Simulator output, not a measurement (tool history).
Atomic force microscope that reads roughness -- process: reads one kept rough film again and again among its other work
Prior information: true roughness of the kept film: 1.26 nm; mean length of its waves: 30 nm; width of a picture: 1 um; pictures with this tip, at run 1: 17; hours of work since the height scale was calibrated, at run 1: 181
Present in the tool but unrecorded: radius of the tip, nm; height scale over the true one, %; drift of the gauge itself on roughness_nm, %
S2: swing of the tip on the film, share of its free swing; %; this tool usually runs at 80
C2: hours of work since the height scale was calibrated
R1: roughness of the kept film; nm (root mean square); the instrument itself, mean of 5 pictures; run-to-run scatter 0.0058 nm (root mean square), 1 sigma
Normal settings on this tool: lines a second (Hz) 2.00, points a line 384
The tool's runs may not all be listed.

{"run": 1, "hour": 0.0, "lines a second (Hz)": 2.0, "S2": 80, "points a line": 384, "pictures with this tip": 17, "C2": 181, "R1": 1.046}
{"run": 2, "hour": 8.9, "lines a second (Hz)": 2.0, "S2": 80, "points a line": 384, "pictures with this tip": 27, "C2": 186, "R1": 1.014}
{"run": 3, "hour": 16.6, "lines a second (Hz)": 2.0, "S2": 80, "points a line": 384, "pictures with this tip": 37, "C2": 189, "R1": 1.011}
{"run": 4, "hour": 28.6, "lines a second (Hz)": 2.0, "S2": 80, "points a line": 384, "pictures with this tip": 51, "C2": 195, "R1": 0.998}
{"run": 5, "hour": 35.2, "lines a second (Hz)": 2.0, "S2": 80, "points a line": 384, "pictures with this tip": 59, "C2": 198, "R1": 0.998}
{"run": 6, "hour": 41.4, "lines a second (Hz)": 2.0, "S2": 80, "points a line": 384, "pictures with this tip": 66, "C2": 201, "R1": 0.983}
{"run": 7, "hour": 50.1, "lines a second (Hz)": 2.0, "S2": 80, "points a line": 384, "pictures with this tip": 77, "C2": 205, "R1": 0.972}
{"run": 8, "hour": 56.0, "lines a second (Hz)": 2.0, "S2": 80, "points a line": 384, "pictures with this tip": 84, "C2": 208, "R1": 0.968}
{"hour": 60.8, "done": "new tip fitted"}
{"run": 9, "hour": 66.1, "lines a second (Hz)": 2.0, "S2": 80, "points a line": 352, "pictures with this tip": 6, "C2": 213, "R1": 1.051}
{"run": 10, "hour": 77.9, "lines a second (Hz)": 0.98, "S2": 86, "points a line": 579, "pictures with this tip": 21, "C2": 219, "R1": 1.077}
{"run": 11, "hour": 90.3, "lines a second (Hz)": 0.98, "S2": 86, "points a line": 579, "pictures with this tip": 35, "C2": 224, "R1": 1.068}
{"run": 12, "hour": 99.1, "lines a second (Hz)": 2.69, "S2": 73, "points a line": 369, "pictures with this tip": 46, "C2": 229, "R1": 1.022}
{"run": 13, "hour": 107.1, "lines a second (Hz)": 1.58, "S2": 86, "points a line": 384, "pictures with this tip": 56, "C2": 232, "R1": 0.993}
{"run": 14, "hour": 115.7, "lines a second (Hz)": 2.0, "S2": 58, "points a line": 384, "pictures with this tip": 66, "C2": 237, "R1": 1.089}
{"run": 15, "hour": 125.9, "lines a second (Hz)": 2.27, "S2": 62, "points a line": 715, "pictures with this tip": 78, "C2": 241, "R1": 1.058}
{"run": 16, "hour": 133.4, "lines a second (Hz)": 2.27, "S2": 62, "points a line": 715, "pictures with this tip": 87, "C2": 245, "R1": 1.045}
{"hour": 135.1, "done": "new tip fitted"}
{"run": 17, "hour": 141.3, "lines a second (Hz)": 2.27, "S2": 62, "points a line": 715, "pictures with this tip": 7, "C2": 249, "R1": 1.132}
{"run": 18, "hour": 149.9, "lines a second (Hz)": 2.27, "S2": 62, "points a line": 715, "pictures with this tip": 17, "C2": 253, "R1": 1.136}

Predict each of these 5 candidate next runs independently; none follows another, all start after run 18:
{"run": "A", "hour": 160.2, "lines a second (Hz)": 2.27, "S2": 87, "points a line": 940, "pictures with this tip": 30, "C2": 258, "R1": "?"}
{"run": "B", "hour": 160.2, "lines a second (Hz)": 2.27, "S2": 66, "points a line": 861, "pictures with this tip": 30, "C2": 258, "R1": "?"}
{"run": "C", "hour": 160.2, "lines a second (Hz)": 0.68, "S2": 62, "points a line": 919, "pictures with this tip": 30, "C2": 258, "R1": "?"}
{"run": "D", "hour": 160.2, "lines a second (Hz)": 2.17, "S2": 70, "points a line": 384, "pictures with this tip": 30, "C2": 258, "R1": "?"}
{"run": "E", "hour": 160.2, "lines a second (Hz)": 2.0, "S2": 80, "points a line": 260, "pictures with this tip": 30, "C2": 258, "R1": "?"}

run=A R1=0.953
run=B R1=1.092
run=C R1=1.157
run=D R1=1.060
run=E R1=1.014
What these runs would have given with no unlogged condition in the tool:
run=A R1=0.980
run=B R1=1.123
run=C R1=1.190
run=D R1=1.090
run=E R1=1.043
